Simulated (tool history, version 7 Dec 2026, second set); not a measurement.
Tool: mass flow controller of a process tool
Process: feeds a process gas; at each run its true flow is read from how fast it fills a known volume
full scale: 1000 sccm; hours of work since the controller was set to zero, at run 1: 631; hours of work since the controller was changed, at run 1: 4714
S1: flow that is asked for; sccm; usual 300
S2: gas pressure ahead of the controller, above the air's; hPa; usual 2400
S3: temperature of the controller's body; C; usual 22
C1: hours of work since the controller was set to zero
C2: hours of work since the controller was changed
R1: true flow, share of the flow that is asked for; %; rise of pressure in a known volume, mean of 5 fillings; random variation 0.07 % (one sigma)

Run 1, hour 0.0: usual settings; C1 631; C2 4714. Result: R1 97.16 %.
Run 2, hour 351.6: usual settings but S3 32 C; C1 904; C2 4987. Result: R1 96.16 %.
Run 3, hour 736.6: usual settings but S3 32 C; C1 1203; C2 5286. Result: R1 96.01 %.
Run 4, hour 1142.6: usual settings but S3 32 C; C1 1518; C2 5601. Result: R1 95.60 %.
Run 5, hour 1401.5: usual settings but S3 32 C; C1 1719; C2 5801. Result: R1 95.48 %.
Run 6, hour 1666.4: usual settings but S2 1500 hPa; C1 1924; C2 6007. Result: R1 96.18 %.
Run 7, hour 2114.4: usual settings; C1 2272; C2 6355. Result: R1 95.58 %.
Run 8, hour 2577.6: usual settings; C1 2631; C2 6714. Result: R1 95.36 %.
Run 9, hour 2769.4: usual settings; C1 2780; C2 6863. Result: R1 95.09 %.
Run 10, hour 3196.7: usual settings but S1 154 sccm; C1 3112; C2 7194. Result: R1 92.58 %.
Run 11, hour 3532.5: usual settings but S1 154 sccm; C1 3372; C2 7455. Result: R1 92.06 %.
Run 12, hour 3953.2: usual settings but S1 154 sccm; C1 3698; C2 7781. Result: R1 91.57 %.
Run 13, hour 4166.2: usual settings but S1 154 sccm; C1 3864; C2 7947. Result: R1 91.22 %.
At hour 4187.6: controller's zero set anew.
Run 14, hour 4501.9: usual settings but S1 154 sccm; C1 244; C2 8207. Result: R1 89.68 %.
Run 15, hour 4726.9: usual settings but S1 154 sccm; C1 418; C2 8381. Result: R1 89.22 %.
Run 16, hour 4996.8: usual settings but S1 154 sccm; C1 628; C2 8591. Result: R1 88.92 %.
At hour 5250.6: controller's zero set anew, once more.
At hour 5272.9: controller exchanged for a calibrated one.
Run 17, hour 5325.9: usual settings but S1 154 sccm; C1 41; C2 41. Result: R1 98.93 %.
Run 18, hour 5751.1: usual settings but S1 154 sccm, S2 2070 hPa; C1 371; C2 371. Result: R1 98.57 %.
Run 19, hour 6084.2: usual settings but S1 246 sccm, S2 1550 hPa; C1 630; C2 630. Result: R1 98.65 %.
Run 20, hour 6374.4: usual settings but S1 246 sccm, S2 1550 hPa; C1 855; C2 855. Result: R1 98.43 %.
Run 21, hour 6705.0: usual settings but S2 1620 hPa; C1 1111; C2 1111. Result: R1 98.46 %.
Run 22, hour 6913.5: usual settings but S1 386 sccm, S2 2190 hPa, S3 31 C; C1 1273; C2 1273. Result: R1 97.73 %.
Run 23, hour 7340.4: usual settings but S1 365 sccm, S2 1800 hPa; C1 1604; C2 1604. Result: R1 98.20 %.
Run 24, hour 7648.2: usual settings but S1 363 sccm, S2 2080 hPa, S3 30 C; C1 1843; C2 1843. Result: R1 97.36 %.
Run 25, hour 7852.7: usual settings but S1 363 sccm, S2 2080 hPa, S3 30 C; C1 2002; C2 2002. Result: R1 97.18 %.
Run 26, hour 8232.7: usual settings but S1 193 sccm; C1 2297; C2 2297. Result: R1 96.00 %.
Run 27, hour 8446.5: usual settings but S1 544 sccm, S2 1810 hPa, S3 34 C; C1 2463; C2 2463. Result: R1 97.21 %.
Run 28, hour 8666.3: usual settings but S1 400 sccm, S2 2560 hPa, S3 36 C; C1 2633; C2 2633. Result: R1 96.12 %.
Run 29, hour 8906.9: usual settings but S1 400 sccm, S2 2560 hPa, S3 36 C; C1 2820; C2 2820. Result: R1 96.08 %.
Run 30, hour 9226.5: usual settings but S1 400 sccm, S2 2560 hPa, S3 36 C; C1 3068; C2 3068. Result: R1 95.87 %.
Run 31, hour 9606.3: usual settings but S1 110 sccm, S2 1750 hPa; C1 3363; C2 3363. Result: R1 92.04 %.
Run 32, hour 9835.9: usual settings but S3 26 C; C1 3541; C2 3541. Result: R1 95.56 %.
Run 33, hour 10267.3: usual settings but S1 136 sccm, S2 2260 hPa, S3 36 C; C1 3875; C2 3875. Result: R1 91.03 %.
At hour 10556.9: controller's zero set anew.
Run 34, hour 10625.8: usual settings but S1 615 sccm, S3 40 C; C1 53; C2 4153. Result: R1 97.08 %.
Run 35, hour 10901.1: usual settings but S1 615 sccm, S3 40 C; C1 267; C2 4367. Result: R1 97.05 %.

Hidden state at the last listed run before each entry between runs and at the first one after, where it differs:
Between runs 13 and 14: controller's zero set anew (hour 4187.6)
  flow at rest that the sensor doesn't see, % of full scale: -0.832 -> -1.076; true flow over the shown one, %: -2.26 -> -2.33
  measured less the result without the state, R1: -7.67 -> -9.32 %
Between runs 16 and 17: controller's zero set anew, once more (hour 5250.6); controller exchanged for a calibrated one (hour 5272.9)
  flow at rest that the sensor doesn't see, % of full scale: -1.152 -> -0.019; true flow over the shown one, %: -2.44 -> 0.21
  measured less the result without the state, R1: -9.91 -> +0.08 %
Between runs 33 and 34: controller's zero set anew (hour 10556.9)
  flow at rest that the sensor doesn't see, % of full scale: -0.798 -> -0.067; true flow over the shown one, %: -0.89 -> -0.97
  measured less the result without the state, R1: -6.76 -> -1.07 %
